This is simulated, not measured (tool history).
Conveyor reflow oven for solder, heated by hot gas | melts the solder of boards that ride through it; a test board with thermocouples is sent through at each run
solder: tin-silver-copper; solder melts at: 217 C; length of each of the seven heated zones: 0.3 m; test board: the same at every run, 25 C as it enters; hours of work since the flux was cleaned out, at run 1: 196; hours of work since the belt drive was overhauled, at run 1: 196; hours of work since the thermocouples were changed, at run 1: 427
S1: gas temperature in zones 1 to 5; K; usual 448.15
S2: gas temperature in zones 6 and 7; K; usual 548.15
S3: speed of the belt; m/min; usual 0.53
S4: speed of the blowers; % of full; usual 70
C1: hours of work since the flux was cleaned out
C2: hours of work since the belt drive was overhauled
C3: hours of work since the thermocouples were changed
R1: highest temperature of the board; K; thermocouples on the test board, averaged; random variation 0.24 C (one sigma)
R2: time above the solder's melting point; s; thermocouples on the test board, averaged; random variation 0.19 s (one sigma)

| run | hour | S1 | S2 | S3 | S4 | C1 | C2 | C3 | R1 | R2 |
|---|---|---|---|---|---|---|---|---|---|---|
| 1 | 0 | 448.15 | 548.15 | 0.53 | 70 | 196 | 196 | 427 | 530.35 | 53.9 |
| 2 | 86.8 | 448.15 | 548.15 | 0.53 | 70 | 242 | 242 | 473 | 530.05 | 53.3 |
| 3 | 132.7 | 448.15 | 548.15 | 0.53 | 70 | 266 | 266 | 497 | 529.85 | 53.6 |
|  | 144.5 | flux residue cleaned out of gas plates and filters |
| 4 | 194.2 | 448.15 | 548.15 | 0.53 | 70 | 26 | 296 | 527 | 531.75 | 55 |
| 5 | 293.8 | 448.15 | 548.15 | 0.53 | 70 | 79 | 348 | 579 | 531.95 | 54.4 |
| 6 | 337 | 448.15 | 548.15 | 0.53 | 70 | 101 | 371 | 602 | 531.55 | 54.5 |
| 7 | 431.8 | 448.15 | 548.15 | 0.53 | 70 | 151 | 421 | 652 | 531.15 | 54.3 |
| 8 | 485.5 | 448.15 | 548.15 | 0.53 | 80 | 180 | 449 | 680 | 533.55 | 55.9 |
| 9 | 551.9 | 448.15 | 548.15 | 0.53 | 80 | 215 | 484 | 715 | 533.55 | 56.2 |
| 10 | 641.7 | 448.15 | 548.15 | 0.53 | 70 | 262 | 531 | 762 | 530.65 | 54.2 |
|  | 662.1 | flux residue cleaned out of gas plates and filters |
| 11 | 741.1 | 448.15 | 548.15 | 0.53 | 70 | 42 | 581 | 812 | 533.05 | 55.7 |
| 12 | 827.7 | 448.15 | 548.15 | 0.53 | 70 | 87 | 627 | 858 | 532.45 | 55.6 |
| 13 | 914.9 | 448.15 | 548.15 | 0.53 | 70 | 133 | 673 | 904 | 532.55 | 55.2 |
| 14 | 1008.1 | 448.15 | 548.15 | 0.53 | 70 | 182 | 722 | 953 | 532.25 | 55 |
| 15 | 1083.2 | 448.15 | 548.15 | 0.53 | 70 | 222 | 761 | 992 | 531.95 | 55.3 |
|  | 1177.8 | flux residue cleaned out of gas plates and filters |
| 16 | 1177.8 | 448.15 | 548.15 | 0.53 | 70 | 0 | 809 | 1039 | 534.05 | 56.2 |
| 17 | 1242.4 | 448.15 | 548.15 | 0.53 | 70 | 34 | 843 | 1073 | 533.75 | 56.8 |
| 18 | 1294.3 | 439.15 | 548.15 | 0.444 | 75 | 61 | 870 | 1101 | 539.35 | 68.9 |
| 19 | 1390.7 | 436.15 | 540.15 | 0.629 | 87 | 112 | 921 | 1152 | 522.45 | 38.2 |
| 20 | 1431.2 | 436.15 | 540.15 | 0.569 | 76 | 133 | 942 | 1173 | 522.95 | 42.8 |
| 21 | 1514.4 | 448.15 | 561.15 | 0.612 | 76 | 177 | 986 | 1217 | 540.25 | 51 |
| 22 | 1604.3 | 448.15 | 561.15 | 0.612 | 76 | 225 | 1033 | 1264 | 540.25 | 51.1 |
|  | 1696.4 | flux residue cleaned out of gas plates and filters |
| 23 | 1707.6 | 448.15 | 561.15 | 0.588 | 55 | 6 | 1085 | 1316 | 536.35 | 51.4 |
| 24 | 1793.1 | 447.15 | 548.15 | 0.491 | 70 | 51 | 1130 | 1361 | 536.85 | 63.4 |
| 25 | 1847.4 | 447.15 | 548.15 | 0.448 | 79 | 80 | 1159 | 1389 | 541.25 | 72 |
|  | 1901.8 | thermocouples of zones 6 and 7 changed |
| 26 | 1906.2 | 447.15 | 547.15 | 0.478 | 70 | 109 | 1189 | 2 | 532.65 | 62.6 |
| 27 | 1977.2 | 449.15 | 546.15 | 0.53 | 71 | 147 | 1226 | 40 | 528.95 | 54.6 |
| 28 | 2071.9 | 449.15 | 546.15 | 0.53 | 71 | 197 | 1276 | 90 | 528.75 | 54.1 |
| 29 | 2166.4 | 443.15 | 550.15 | 0.46 | 70 | 246 | 1326 | 139 | 535.35 | 65.7 |
|  | 2218.5 | flux residue cleaned out of gas plates and filters |
| 30 | 2228.5 | 443.15 | 550.15 | 0.46 | 70 | 5 | 1356 | 169 | 536.85 | 66.4 |
| 31 | 2303.4 | 450.15 | 550.15 | 0.46 | 89 | 45 | 1395 | 209 | 541.55 | 71.7 |

How the hidden state differs across the entries between the runs, from the last listed run before each to the first after it:
Between runs 3 and 4: flux residue cleaned out of gas plates and filters (hour 144.5)
  heat that the gas passes to the board, % of a clean oven's: 90.7 -> 98; belt's true speed, % of the reading: 99.6 -> 99.55; true gas temperature in zones 6 and 7 over the reading, C: 1.52 -> 1.61
  measured less the result without the state, R1: -0.9 -> +1.1 K; R2: -0.7 -> +0.8 s
Between runs 10 and 11: flux residue cleaned out of gas plates and filters (hour 662.1)
  heat that the gas passes to the board, % of a clean oven's: 90.8 -> 98.4; belt's true speed, % of the reading: 99.21 -> 99.14; true gas temperature in zones 6 and 7 over the reading, C: 2.37 -> 2.54
  measured less the result without the state, R1: +0 -> +2.2 K; R2: +0.1 -> +1.6 s
Between runs 15 and 16: flux residue cleaned out of gas plates and filters (hour 1177.8)
  heat that the gas passes to the board, % of a clean oven's: 93 -> 99.9; belt's true speed, % of the reading: 98.88 -> 98.82; true gas temperature in zones 6 and 7 over the reading, C: 3.11 -> 3.27
  measured less the result without the state, R1: +1.3 -> +3.2 K; R2: +1.1 -> +2.4 s
Between runs 22 and 23: flux residue cleaned out of gas plates and filters (hour 1696.4)
  heat that the gas passes to the board, % of a clean oven's: 92.8 -> 99.3; belt's true speed, % of the reading: 98.51 -> 98.44; true gas temperature in zones 6 and 7 over the reading, C: 4 -> 4.17
  measured less the result without the state, R1: +1.6 -> +4 K; R2: +1.3 -> +3.1 s
Between runs 25 and 26: thermocouples of zones 6 and 7 changed (hour 1901.8)
  heat that the gas passes to the board, % of a clean oven's: 97 -> 96.2; belt's true speed, % of the reading: 98.33 -> 98.28; true gas temperature in zones 6 and 7 over the reading, C: 4.42 -> -0.14
  measured less the result without the state, R1: +3.9 -> -0.4 K; R2: +3 -> +0.8 s
Between runs 29 and 30: flux residue cleaned out of gas plates and filters (hour 2218.5)
  heat that the gas passes to the board, % of a clean oven's: 92.3 -> 99.3; belt's true speed, % of the reading: 98.09 -> 98.05; true gas temperature in zones 6 and 7 over the reading, C: 0.29 -> 0.39
  measured less the result without the state, R1: -0.9 -> +0.8 K; R2: +0.6 -> +1.8 s
